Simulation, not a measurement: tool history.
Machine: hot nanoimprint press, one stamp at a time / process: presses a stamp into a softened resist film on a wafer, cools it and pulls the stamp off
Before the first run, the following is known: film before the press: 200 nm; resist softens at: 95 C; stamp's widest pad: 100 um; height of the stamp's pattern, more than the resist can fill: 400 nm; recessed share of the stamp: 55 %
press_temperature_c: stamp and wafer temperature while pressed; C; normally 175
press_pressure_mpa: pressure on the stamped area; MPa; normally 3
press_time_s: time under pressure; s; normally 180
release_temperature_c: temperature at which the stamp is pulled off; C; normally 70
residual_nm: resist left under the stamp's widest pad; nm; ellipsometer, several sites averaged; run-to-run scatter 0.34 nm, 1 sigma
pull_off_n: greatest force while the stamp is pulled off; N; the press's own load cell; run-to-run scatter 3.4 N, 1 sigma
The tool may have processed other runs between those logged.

run   hour  press_temperature_c  press_pressure_mpa  press_time_s  release_temperature_c  residual_nm  pull_off_n
  1      0                  175                   3           180                     70        109.7         237
  2   12.2                  175                   3           180                     73        109.1         238
  3     29                  175                   3           180                     73        109.5         231
      39.7  -- stamp cleaned and given a new release coat
  4   59.9                  175                   3           180                     73        109.4         159
        65  -- plate thermocouple calibrated
  5   86.7                  175                   3           180                     73        107.6         162
  6   97.4                  175                   3           199                     73        103.7         164
  7  116.8                  175                   3           199                     73        103.1         159
  8  127.8                  175                   3           199                     73        103.4         163
  9  140.9                  175                   3           199                     73        103.4         163
 10  156.6                  185                   3           186                     60         76.9         214
 11  178.2                  175                   3           125                     70        121.3         184

Each run again, without the hidden state but with its own random variation kept:
Unlogged tool condition in this case: true temperature over the reading, C; pressure that arrives at the usual setting, %; grip of the stamp's worn release coat, % over a new coat's; drift of the gauge itself on residual_nm, %; drift of the gauge itself on pull_off_n, %.
run  residual_nm  pull_off_n
  1          111         159
  2        110.5         159
  3          111         152
  4        111.1         158
  5        110.5         159
  6        106.7         160
  7        106.2         153
  8        106.5         155
  9        106.6         154
 10         79.4         198
 11        124.7         169
